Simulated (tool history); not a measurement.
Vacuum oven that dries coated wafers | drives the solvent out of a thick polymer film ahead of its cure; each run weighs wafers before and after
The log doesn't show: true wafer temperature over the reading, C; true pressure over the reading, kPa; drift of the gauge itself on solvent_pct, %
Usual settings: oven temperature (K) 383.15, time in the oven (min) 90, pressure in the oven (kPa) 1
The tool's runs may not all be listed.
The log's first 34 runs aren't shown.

run,hour,oven temperature (K),time in the oven (min),pressure in the oven (kPa),hours of work since the thermocouples were calibrated,hours of work since the vacuum gauge was cleaned of residue,solvent left in the film (%)
35,361.9,372.15,138,3.65,580,496,6.48
36,372,372.15,138,3.65,586,503,6.56
37,382.1,371.15,113,3.65,593,509,7.68
38,392.6,392.15,60,1.41,600,516,3.24
39,399.2,383.15,90,3.11,604,520,4.69
40,414.8,391.15,68,2.95,614,530,3.59
41,423.7,391.15,80,2.22,620,536,2.81
42,433.4,372.15,54,1.26,626,542,8.82
43,445.2,372.15,54,1.26,633,550,8.64
44,453.7,390.15,131,1.78,639,555,1.53
45,466.5,390.15,131,1.78,647,564,1.57
46,476.1,390.15,123,3.86,653,570,2.61

Forecast each of these 4 alternatives for the next run:
A,490.8,395.15,97,0.6,663,579,?
B,490.8,383.15,90,0.67,663,579,?
C,490.8,373.15,123,1.12,663,579,?
D,490.8,390.15,51,1.89,663,579,?

run,solvent left in the film (%)
A,1.04
B,3.66
C,5.18
D,4.69
Without the tool's hidden state the same runs would have given:
run,solvent left in the film (%)
A,0.92
B,3.42
C,4.91
D,4.46
